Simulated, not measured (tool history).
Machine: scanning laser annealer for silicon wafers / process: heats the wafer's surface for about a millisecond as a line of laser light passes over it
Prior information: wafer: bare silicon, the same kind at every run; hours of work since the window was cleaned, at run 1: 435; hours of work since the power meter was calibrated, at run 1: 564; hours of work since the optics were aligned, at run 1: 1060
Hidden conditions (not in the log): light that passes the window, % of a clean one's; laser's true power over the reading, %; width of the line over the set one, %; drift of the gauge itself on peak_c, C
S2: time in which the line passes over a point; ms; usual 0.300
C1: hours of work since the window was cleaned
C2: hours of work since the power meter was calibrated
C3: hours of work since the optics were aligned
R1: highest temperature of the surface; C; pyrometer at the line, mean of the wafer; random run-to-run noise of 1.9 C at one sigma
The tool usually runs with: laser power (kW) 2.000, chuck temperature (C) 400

{"run": 1, "hour": 0.0, "laser power (kW)": 2.0, "S2": 0.3, "chuck temperature (C)": 400, "C1": 435, "C2": 564, "C3": 1060, "R1": 1185}
{"run": 2, "hour": 75.6, "laser power (kW)": 2.0, "S2": 0.3, "chuck temperature (C)": 400, "C1": 472, "C2": 600, "C3": 1097, "R1": 1181}
{"run": 3, "hour": 150.6, "laser power (kW)": 1.923, "S2": 0.3, "chuck temperature (C)": 400, "C1": 508, "C2": 637, "C3": 1133, "R1": 1143}
{"run": 4, "hour": 222.9, "laser power (kW)": 2.0, "S2": 0.256, "chuck temperature (C)": 400, "C1": 543, "C2": 672, "C3": 1168, "R1": 1108}
{"run": 5, "hour": 269.2, "laser power (kW)": 2.0, "S2": 0.256, "chuck temperature (C)": 400, "C1": 565, "C2": 694, "C3": 1191, "R1": 1109}
{"run": 6, "hour": 333.9, "laser power (kW)": 2.0, "S2": 0.256, "chuck temperature (C)": 400, "C1": 597, "C2": 725, "C3": 1222, "R1": 1108}
{"run": 7, "hour": 391.3, "laser power (kW)": 2.0, "S2": 0.3, "chuck temperature (C)": 420, "C1": 624, "C2": 753, "C3": 1250, "R1": 1195}
{"run": 8, "hour": 437.4, "laser power (kW)": 2.0, "S2": 0.3, "chuck temperature (C)": 420, "C1": 647, "C2": 775, "C3": 1272, "R1": 1191}
{"run": 9, "hour": 511.1, "laser power (kW)": 1.793, "S2": 0.3, "chuck temperature (C)": 400, "C1": 682, "C2": 811, "C3": 1308, "R1": 1066}
{"run": 10, "hour": 578.6, "laser power (kW)": 1.793, "S2": 0.3, "chuck temperature (C)": 400, "C1": 715, "C2": 844, "C3": 1340, "R1": 1066}
{"run": 11, "hour": 642.4, "laser power (kW)": 2.0, "S2": 0.3, "chuck temperature (C)": 400, "C1": 746, "C2": 874, "C3": 1371, "R1": 1172}
{"run": 12, "hour": 688.6, "laser power (kW)": 2.0, "S2": 0.3, "chuck temperature (C)": 400, "C1": 768, "C2": 897, "C3": 1393, "R1": 1169}
{"hour": 734.6, "done": "window over the wafer cleaned"}
{"run": 13, "hour": 754.7, "laser power (kW)": 2.0, "S2": 0.3, "chuck temperature (C)": 400, "C1": 10, "C2": 928, "C3": 1424, "R1": 1188}
{"run": 14, "hour": 810.5, "laser power (kW)": 2.0, "S2": 0.3, "chuck temperature (C)": 400, "C1": 37, "C2": 955, "C3": 1451, "R1": 1185}
{"run": 15, "hour": 874.0, "laser power (kW)": 1.965, "S2": 0.3, "chuck temperature (C)": 400, "C1": 67, "C2": 985, "C3": 1482, "R1": 1166}
{"run": 16, "hour": 933.4, "laser power (kW)": 1.965, "S2": 0.3, "chuck temperature (C)": 407, "C1": 96, "C2": 1014, "C3": 1511, "R1": 1171}
{"run": 17, "hour": 971.3, "laser power (kW)": 2.0, "S2": 0.3, "chuck temperature (C)": 400, "C1": 114, "C2": 1032, "C3": 1529, "R1": 1182}
{"run": 18, "hour": 1031.9, "laser power (kW)": 2.0, "S2": 0.3, "chuck temperature (C)": 400, "C1": 144, "C2": 1062, "C3": 1559, "R1": 1177}
{"run": 19, "hour": 1069.9, "laser power (kW)": 2.0, "S2": 0.3, "chuck temperature (C)": 400, "C1": 162, "C2": 1080, "C3": 1577, "R1": 1177}
{"hour": 1099.9, "done": "optics aligned, line set to its width"}
{"run": 20, "hour": 1137.0, "laser power (kW)": 2.0, "S2": 0.221, "chuck temperature (C)": 400, "C1": 192, "C2": 1110, "C3": 18, "R1": 1073}
{"run": 21, "hour": 1221.1, "laser power (kW)": 2.0, "S2": 0.221, "chuck temperature (C)": 400, "C1": 233, "C2": 1151, "C3": 59, "R1": 1072}
{"run": 22, "hour": 1286.0, "laser power (kW)": 1.75, "S2": 0.272, "chuck temperature (C)": 401, "C1": 264, "C2": 1182, "C3": 90, "R1": 1035}
{"run": 23, "hour": 1324.0, "laser power (kW)": 2.098, "S2": 0.302, "chuck temperature (C)": 415, "C1": 283, "C2": 1201, "C3": 108, "R1": 1267}
{"run": 24, "hour": 1384.1, "laser power (kW)": 2.004, "S2": 0.363, "chuck temperature (C)": 415, "C1": 312, "C2": 1230, "C3": 137, "R1": 1309}
{"run": 25, "hour": 1444.2, "laser power (kW)": 2.004, "S2": 0.363, "chuck temperature (C)": 415, "C1": 341, "C2": 1259, "C3": 166, "R1": 1303}
{"run": 26, "hour": 1487.0, "laser power (kW)": 2.032, "S2": 0.291, "chuck temperature (C)": 400, "C1": 361, "C2": 1279, "C3": 187, "R1": 1198}
{"run": 27, "hour": 1536.5, "laser power (kW)": 2.108, "S2": 0.275, "chuck temperature (C)": 400, "C1": 385, "C2": 1303, "C3": 211, "R1": 1210}
{"run": 28, "hour": 1615.8, "laser power (kW)": 2.108, "S2": 0.275, "chuck temperature (C)": 398, "C1": 424, "C2": 1342, "C3": 249, "R1": 1209}
{"run": 29, "hour": 1681.9, "laser power (kW)": 2.0, "S2": 0.263, "chuck temperature (C)": 400, "C1": 456, "C2": 1374, "C3": 281, "R1": 1128}
{"run": 30, "hour": 1749.3, "laser power (kW)": 2.0, "S2": 0.263, "chuck temperature (C)": 400, "C1": 488, "C2": 1406, "C3": 314, "R1": 1130}
{"run": 31, "hour": 1792.5, "laser power (kW)": 2.0, "S2": 0.263, "chuck temperature (C)": 400, "C1": 509, "C2": 1427, "C3": 335, "R1": 1130}
{"run": 32, "hour": 1877.5, "laser power (kW)": 2.0, "S2": 0.263, "chuck temperature (C)": 400, "C1": 550, "C2": 1468, "C3": 376, "R1": 1128}
{"run": 33, "hour": 1943.3, "laser power (kW)": 2.08, "S2": 0.29, "chuck temperature (C)": 435, "C1": 582, "C2": 1500, "C3": 408, "R1": 1244}
{"run": 34, "hour": 2003.7, "laser power (kW)": 2.08, "S2": 0.29, "chuck temperature (C)": 435, "C1": 611, "C2": 1529, "C3": 437, "R1": 1244}
{"run": 35, "hour": 2066.3, "laser power (kW)": 2.08, "S2": 0.29, "chuck temperature (C)": 435, "C1": 641, "C2": 1560, "C3": 467, "R1": 1244}
{"run": 36, "hour": 2104.9, "laser power (kW)": 2.08, "S2": 0.29, "chuck temperature (C)": 435, "C1": 660, "C2": 1578, "C3": 486, "R1": 1244}
{"run": 37, "hour": 2185.9, "laser power (kW)": 2.08, "S2": 0.29, "chuck temperature (C)": 435, "C1": 699, "C2": 1617, "C3": 525, "R1": 1242}
{"run": 38, "hour": 2264.3, "laser power (kW)": 1.734, "S2": 0.237, "chuck temperature (C)": 403, "C1": 737, "C2": 1655, "C3": 563, "R1": 965}
{"run": 39, "hour": 2334.2, "laser power (kW)": 1.877, "S2": 0.316, "chuck temperature (C)": 400, "C1": 771, "C2": 1689, "C3": 597, "R1": 1133}
{"hour": 2373.3, "done": "window over the wafer cleaned"}
{"run": 40, "hour": 2389.1, "laser power (kW)": 2.144, "S2": 0.371, "chuck temperature (C)": 394, "C1": 8, "C2": 1715, "C3": 622, "R1": 1377}
{"run": 41, "hour": 2470.5, "laser power (kW)": 2.144, "S2": 0.371, "chuck temperature (C)": 394, "C1": 47, "C2": 1754, "C3": 662, "R1": 1378}
{"run": 42, "hour": 2520.4, "laser power (kW)": 2.144, "S2": 0.371, "chuck temperature (C)": 394, "C1": 71, "C2": 1778, "C3": 686, "R1": 1379}

What if the next run were any one of these 3? Each begins from the tool's condition after run 42:
{"run": "A", "hour": 2579.5, "laser power (kW)": 2.0, "S2": 0.305, "chuck temperature (C)": 400, "C1": 100, "C2": 1807, "C3": 715, "R1": "?"}
{"run": "B", "hour": 2579.5, "laser power (kW)": 2.079, "S2": 0.215, "chuck temperature (C)": 394, "C1": 100, "C2": 1807, "C3": 715, "R1": "?"}
{"run": "C", "hour": 2579.5, "laser power (kW)": 2.038, "S2": 0.356, "chuck temperature (C)": 403, "C1": 100, "C2": 1807, "C3": 715, "R1": "?"}

run=A R1=1199
run=B R1=1078
run=C R1=1303
With the hidden condition removed and each run's random variation left untouched, the same runs would have given:
run=A R1=1224
run=B R1=1100
run=C R1=1332

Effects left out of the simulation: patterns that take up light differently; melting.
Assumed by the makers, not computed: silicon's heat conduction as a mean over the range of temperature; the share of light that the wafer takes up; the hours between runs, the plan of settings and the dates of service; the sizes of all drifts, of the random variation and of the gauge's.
